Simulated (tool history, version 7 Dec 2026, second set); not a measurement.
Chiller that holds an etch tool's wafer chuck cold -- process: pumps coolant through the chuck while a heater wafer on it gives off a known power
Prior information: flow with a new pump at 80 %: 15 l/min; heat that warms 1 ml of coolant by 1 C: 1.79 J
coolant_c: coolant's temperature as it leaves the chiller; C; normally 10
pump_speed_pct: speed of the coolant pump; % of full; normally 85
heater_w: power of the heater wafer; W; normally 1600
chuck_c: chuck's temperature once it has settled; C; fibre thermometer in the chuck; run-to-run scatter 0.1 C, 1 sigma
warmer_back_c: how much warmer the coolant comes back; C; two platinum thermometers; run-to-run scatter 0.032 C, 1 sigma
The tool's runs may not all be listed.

| run | hour | coolant_c | pump_speed_pct | heater_w | chuck_c | warmer_back_c |
|---|---|---|---|---|---|---|
| 1 | 0 | 10 | 85 | 1600 | 23.6 | 3.37 |
| 2 | 34.2 | 10 | 85 | 1600 | 23.7 | 3.35 |
| 3 | 83.7 | 10 | 85 | 1600 | 23.4 | 3.4 |
| 4 | 112.6 | 10 | 85 | 1600 | 23.7 | 3.4 |
| 5 | 150.7 | 10 | 85 | 1600 | 23.6 | 3.38 |
| 6 | 185.7 | 6 | 85 | 1600 | 19.6 | 3.38 |
| 7 | 227 | 6 | 85 | 1600 | 19.5 | 3.32 |
|  | 245.3 | coolant changed, channels flushed |
| 8 | 273.3 | 10 | 63 | 1325 | 24.2 | 3.72 |
| 9 | 319.6 | 10 | 63 | 1325 | 24.2 | 3.74 |
| 10 | 341.3 | 2 | 87 | 1184 | 11.9 | 2.39 |
| 11 | 363.9 | 2 | 72 | 2110 | 22.4 | 5.18 |
| 12 | 412.1 | 2 | 72 | 2110 | 22.5 | 5.22 |

Here are 5 independent what-if runs from the current tool condition. What would each one return?
| A | 437.9 | 10 | 85 | 953 | ? | ? |
| B | 437.9 | 13 | 68 | 1432 | ? | ? |
| C | 437.9 | 10 | 68 | 1309 | ? | ? |
| D | 437.9 | 10 | 62 | 1600 | ? | ? |
| E | 437.9 | 10 | 69 | 1798 | ? | ? |

| run | chuck_c | warmer_back_c |
|---|---|---|
| A | 18.1 | 2.06 |
| B | 27.5 | 3.74 |
| C | 23.2 | 3.45 |
| D | 27.6 | 4.58 |
| E | 28.2 | 4.64 |
Without the tool's hidden state the same runs would have given:
| run | chuck_c | warmer_back_c |
|---|---|---|
| A | 18.1 | 2.06 |
| B | 27.5 | 3.74 |
| C | 23.2 | 3.45 |
| D | 27.6 | 4.58 |
| E | 28.2 | 4.64 |

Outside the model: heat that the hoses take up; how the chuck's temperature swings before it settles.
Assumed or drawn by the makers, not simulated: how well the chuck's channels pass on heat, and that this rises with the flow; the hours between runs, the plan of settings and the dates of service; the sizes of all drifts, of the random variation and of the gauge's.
